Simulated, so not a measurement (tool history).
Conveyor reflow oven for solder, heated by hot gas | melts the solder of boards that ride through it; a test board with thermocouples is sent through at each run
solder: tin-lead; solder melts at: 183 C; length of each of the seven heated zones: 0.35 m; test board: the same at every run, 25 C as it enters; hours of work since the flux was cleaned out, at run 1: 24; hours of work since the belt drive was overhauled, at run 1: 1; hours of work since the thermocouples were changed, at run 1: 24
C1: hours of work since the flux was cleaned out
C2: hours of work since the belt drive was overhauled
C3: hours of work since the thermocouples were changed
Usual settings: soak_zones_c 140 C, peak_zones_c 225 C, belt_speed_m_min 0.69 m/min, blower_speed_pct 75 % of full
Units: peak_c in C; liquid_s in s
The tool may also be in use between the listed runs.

Run 1, hour 0: usual settings; C1 24; C2 1; C3 24. Result: peak_c 210 C, liquid_s 41.4 s.
Run 2, hour 43.7: usual settings; C1 50; C2 27; C3 50. Result: peak_c 210 C, liquid_s 41.2 s.
Run 3, hour 101.8: usual settings but blower_speed_pct 79 % of full; C1 85; C2 62; C3 85. Result: peak_c 210.4 C, liquid_s 41.8 s.
Run 4, hour 152.3: usual settings but blower_speed_pct 79 % of full; C1 115; C2 93; C3 115. Result: peak_c 210.5 C, liquid_s 41.5 s.
Run 5, hour 216.9: usual settings but blower_speed_pct 79 % of full; C1 154; C2 131; C3 154. Result: peak_c 210.3 C, liquid_s 41.9 s.
Run 6, hour 255.5: usual settings; C1 177; C2 155; C3 177. Result: peak_c 209.5 C, liquid_s 41.1 s.
Run 7, hour 308.4: usual settings; C1 209; C2 186; C3 209. Result: peak_c 209.6 C, liquid_s 41.2 s.
Run 8, hour 343.7: usual settings; C1 230; C2 208; C3 230. Result: peak_c 209.5 C, liquid_s 41.1 s.
Run 9, hour 373.2: usual settings; C1 248; C2 225; C3 248. Result: peak_c 209.4 C, liquid_s 41.1 s.
Run 10, hour 426.3: usual settings but blower_speed_pct 65 % of full; C1 280; C2 257; C3 280. Result: peak_c 207.6 C, liquid_s 38.8 s.
Run 11, hour 474.1: usual settings but blower_speed_pct 65 % of full; C1 308; C2 286; C3 308. Result: peak_c 207.7 C, liquid_s 39.2 s.
Run 12, hour 509.7: usual settings but blower_speed_pct 65 % of full; C1 330; C2 307; C3 330. Result: peak_c 207.5 C, liquid_s 38.6 s.
Run 13, hour 543.4: usual settings but belt_speed_m_min 0.779 m/min, blower_speed_pct 65 % of full; C1 350; C2 327; C3 350. Result: peak_c 203.6 C, liquid_s 30.3 s.
At hour 554.8: flux residue cleaned out of gas plates and filters.
Run 14, hour 618.8: usual settings; C1 38; C2 370; C3 392. Result: peak_c 211 C, liquid_s 42.6 s.
Run 15, hour 671.7: usual settings but blower_speed_pct 65 % of full; C1 70; C2 401; C3 424. Result: peak_c 208.9 C, liquid_s 39.6 s.
Run 16, hour 715.3: usual settings but peak_zones_c 222 C, blower_speed_pct 58 % of full; C1 96; C2 428; C3 450. Result: peak_c 204.5 C, liquid_s 36.4 s.
Run 17, hour 784.2: usual settings but soak_zones_c 130 C, belt_speed_m_min 0.805 m/min; C1 138; C2 469; C3 491. Result: peak_c 203.8 C, liquid_s 27.6 s.
Run 18, hour 851.9: usual settings but soak_zones_c 130 C, belt_speed_m_min 0.805 m/min; C1 178; C2 510; C3 532. Result: peak_c 203.7 C, liquid_s 27.5 s.
Run 19, hour 902.2: usual settings but soak_zones_c 130 C, belt_speed_m_min 0.805 m/min; C1 209; C2 540; C3 562. Result: peak_c 203.5 C, liquid_s 27.7 s.
Run 20, hour 938.1: usual settings but belt_speed_m_min 0.665 m/min, blower_speed_pct 78 % of full; C1 230; C2 561; C3 584. Result: peak_c 212.5 C, liquid_s 45.1 s.
Run 21, hour 987.8: usual settings but belt_speed_m_min 0.665 m/min, blower_speed_pct 78 % of full; C1 260; C2 591; C3 614. Result: peak_c 212 C, liquid_s 44.9 s.
Run 22, hour 1027.2: usual settings but belt_speed_m_min 0.665 m/min, blower_speed_pct 54 % of full; C1 284; C2 615; C3 637. Result: peak_c 206.9 C, liquid_s 39.4 s.
Run 23, hour 1059.7: usual settings but belt_speed_m_min 0.578 m/min, blower_speed_pct 62 % of full; C1 303; C2 635; C3 657. Result: peak_c 213.1 C, liquid_s 52.8 s.
Run 24, hour 1117.9: usual settings but soak_zones_c 134 C, peak_zones_c 229 C, belt_speed_m_min 0.748 m/min; C1 338; C2 669; C3 692. Result: peak_c 210.1 C, liquid_s 35.9 s.
At hour 1149.9: flux residue cleaned out of gas plates and filters.
Run 25, hour 1191: usual settings but peak_zones_c 220 C, belt_speed_m_min 0.616 m/min, blower_speed_pct 59 % of full; C1 25; C2 710; C3 733. Result: peak_c 206.9 C, liquid_s 44.6 s.
At hour 1242.3: thermocouples of zones 6 and 7 changed.
Run 26, hour 1251.7: usual settings but peak_zones_c 220 C, belt_speed_m_min 0.616 m/min, blower_speed_pct 59 % of full; C1 60; C2 746; C3 6. Result: peak_c 205.3 C, liquid_s 43 s.
Run 27, hour 1321.3: usual settings but peak_zones_c 220 C, belt_speed_m_min 0.616 m/min, blower_speed_pct 59 % of full; C1 102; C2 787; C3 47. Result: peak_c 205.3 C, liquid_s 43.3 s.
Run 28, hour 1355.9: usual settings but soak_zones_c 153 C; C1 123; C2 808; C3 68. Result: peak_c 212.1 C, liquid_s 47.7 s.
Run 29, hour 1403.8: usual settings but soak_zones_c 153 C; C1 151; C2 837; C3 97. Result: peak_c 212.1 C, liquid_s 48.2 s.
Run 30, hour 1436.7: usual settings but peak_zones_c 230 C; C1 171; C2 857; C3 117. Result: peak_c 214 C, liquid_s 44.9 s.

Hidden state at the last listed run before each entry between runs and at the first one after, where it differs:
Between runs 13 and 14: flux residue cleaned out of gas plates and filters (hour 554.8)
  heat that the gas passes to the board, % of a clean oven's: 94.8 -> 99.2; belt's true speed, % of the reading: 99.59 -> 99.53; true gas temperature in zones 6 and 7 over the reading, C: 0.31 -> 0.4
  measured less the result without the state, peak_c: -1.1 -> +0.3 C; liquid_s: -1.1 -> +0.4 s
Between runs 24 and 25: flux residue cleaned out of gas plates and filters (hour 1149.9)
  heat that the gas passes to the board, % of a clean oven's: 95.3 -> 99.3; belt's true speed, % of the reading: 99.07 -> 99.01; true gas temperature in zones 6 and 7 over the reading, C: 0.97 -> 1.06
  measured less the result without the state, peak_c: -0.3 -> +1.1 C; liquid_s: -0.1 -> +1.4 s
Between runs 25 and 26: thermocouples of zones 6 and 7 changed (hour 1242.3)
  heat that the gas passes to the board, % of a clean oven's: 99.3 -> 98.9; belt's true speed, % of the reading: 99.01 -> 98.95; true gas temperature in zones 6 and 7 over the reading, C: 1.06 -> -0.63
  measured less the result without the state, peak_c: +1.1 -> -0.5 C; liquid_s: +1.4 -> +0 s
